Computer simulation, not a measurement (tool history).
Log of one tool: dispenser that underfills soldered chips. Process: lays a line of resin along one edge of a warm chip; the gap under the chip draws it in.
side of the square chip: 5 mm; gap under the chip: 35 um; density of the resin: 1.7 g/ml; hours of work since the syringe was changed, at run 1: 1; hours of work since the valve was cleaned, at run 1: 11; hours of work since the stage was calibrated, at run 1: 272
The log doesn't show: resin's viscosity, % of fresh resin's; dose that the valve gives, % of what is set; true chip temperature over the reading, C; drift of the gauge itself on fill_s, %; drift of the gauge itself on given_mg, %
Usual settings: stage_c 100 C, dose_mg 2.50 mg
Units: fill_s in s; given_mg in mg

run	hour	stage_c	dose_mg	hours of work since the syringe was changed	hours of work since the valve was cleaned	hours of work since the stage was calibrated	fill_s	given_mg
1	0.0	100	2.50	1	11	272	21.3	2.463
2	9.1	100	2.50	9	18	279	35.8	2.458
# hour 10.8: new syringe of resin
3	18.2	100	2.50	6	25	286	28.7	2.434
4	22.5	100	2.50	9	29	289	36.6	2.425
# hour 23.6: new syringe of resin
5	29.3	100	2.50	5	34	294	26.6	2.414
# hour 36.1: new syringe of resin
6	38.0	100	2.50	1	41	301	21.1	2.399
7	43.6	100	2.84	6	45	306	29.5	2.714
# hour 49.1: new syringe of resin
8	53.2	100	2.84	3	53	313	24.4	2.694
9	60.4	89	2.50	9	58	319	59.0	2.362
# hour 62.1: new syringe of resin
# hour 66.6: dispensing valve cleaned and set on the balance
10	70.5	89	2.50	6	3	326	47.8	2.499
# hour 76.0: new syringe of resin
11	77.0	89	2.50	1	8	331	32.8	2.489
12	84.7	89	2.50	7	14	337	50.9	2.482
# hour 88.7: new syringe of resin
13	93.2	89	2.50	4	21	343	41.4	2.475
14	98.0	89	2.50	7	25	347	54.3	2.454
# hour 101.4: new syringe of resin
15	106.6	89	2.50	4	31	354	42.2	2.425
# hour 114.6: new syringe of resin
16	115.0	100	2.17	0	38	360	19.4	2.104
17	122.5	100	2.17	6	44	366	30.3	2.079
# hour 128.0: new syringe of resin
18	129.5	115	2.84	1	49	371	11.2	2.712
19	133.9	102	2.19	5	52	375	25.1	2.079
20	139.4	104	3.04	9	57	379	30.8	2.876
# hour 141.1: new syringe of resin
21	143.6	104	3.04	2	60	382	19.0	2.870
# hour 147.5: dispensing valve cleaned and set on the balance
22	152.3	99	2.15	8	4	389	37.8	2.149
# hour 155.3: new syringe of resin
23	159.1	93	2.41	3	9	394	32.2	2.398
24	166.7	93	2.41	9	15	400	50.1	2.356
# hour 168.5: new syringe of resin
25	173.1	97	2.79	4	20	405	27.8	2.721
# hour 181.4: new syringe of resin
26	182.3	97	2.79	1	27	412	22.4	2.716
27	188.1	92	2.12	5	32	416	40.6	2.051
# hour 194.3: new syringe of resin
28	195.8	98	2.65	1	37	422	22.7	2.555
29	202.5	85	2.19	7	43	428	62.5	2.088
# hour 207.1: new syringe of resin
30	209.8	85	2.19	2	48	433	46.0	2.086
31	214.1	85	2.53	6	52	437	57.6	2.384
# hour 219.9: new syringe of resin
32	219.9	93	2.28	0	56	441	27.7	2.137
# hour 228.0: dispensing valve cleaned and set on the balance
33	229.9	112	2.61	7	1	448	19.8	2.625
# hour 233.6: new syringe of resin
34	239.2	112	2.28	4	9	455	15.8	2.265

Forecast each of these 4 alternatives for the next run:
A	243.4	88	2.50	8	12	459	?	?
B	243.4	100	2.55	8	12	459	?	?
C	243.4	101	2.11	8	12	459	?	?
D	243.4	98	2.50	8	12	459	?	?

run	fill_s	given_mg
A	58.0	2.458
B	34.1	2.525
C	32.7	2.081
D	36.9	2.463
Without the tool's hidden state the same runs would have given:
run	fill_s	given_mg
A	31.8	2.484
B	18.9	2.551
C	17.9	2.103
D	20.2	2.488
